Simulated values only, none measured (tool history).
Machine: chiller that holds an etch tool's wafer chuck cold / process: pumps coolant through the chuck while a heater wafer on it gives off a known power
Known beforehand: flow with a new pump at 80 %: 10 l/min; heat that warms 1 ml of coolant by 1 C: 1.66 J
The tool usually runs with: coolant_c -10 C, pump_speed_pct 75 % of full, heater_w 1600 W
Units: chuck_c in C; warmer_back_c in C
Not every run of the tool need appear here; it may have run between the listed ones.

run,day,coolant_c,pump_speed_pct,heater_w,chuck_c,warmer_back_c
1,0,-10,75,1600,13,6.41
2,2.125,-10,80,1600,11.7,6.02
3,5.288,-10,80,1600,11.8,6.01
4,6.838,-10,80,1600,12.1,6.06
5,10.083,-10,80,1459,10.2,5.47
6,11.421,-10,80,1459,10.1,5.56
7,13.854,-10,80,1459,10.1,5.49
8,15.55,-10,75,1600,13.6,6.46
9,17.488,-10,75,1600,13.6,6.41
10,19.038,-10,75,1600,13.6,6.51
11,20.525,-10,75,1600,13.7,6.5
12,23.154,-10,75,1600,13.9,6.47
13,24.858,-10,75,1600,14.1,6.52
14,26.696,-8,76,1600,15.6,6.39
15,28.05,-8,76,1600,15.9,6.44
16,29.483,-8,76,1600,15.7,6.41
17,32.592,-8,76,1600,15.9,6.49
18,34.621,-10,77,1596,13.7,6.33
19,36.496,-9,62,2172,30,10.78
20,39.771,-4,70,1600,22,7.08
21,42.738,-10,75,1600,14.6,6.61
22,44.346,-10,79,870,3.2,3.4
23,47.392,-10,79,870,3.1,3.39
24,50.05,-18,86,1146,-2.1,4.09
25,52.438,-18,86,1146,-1.8,4.13
26,54.671,-15,76,833,-1.9,3.41

Predict each of these 3 candidate next runs independently; none follows another, all start after run 26:
A,56.038,-10,75,1924,?,?
B,56.038,-3,76,2096,?,?
C,56.038,-1,76,1600,?,?

run,chuck_c,warmer_back_c
A,20.1,7.93
B,29.4,8.61
C,23.7,6.52
Without the tool's hidden state the same runs would have given:
run,chuck_c,warmer_back_c
A,14.5,7.34
B,23.4,7.97
C,19,6.04
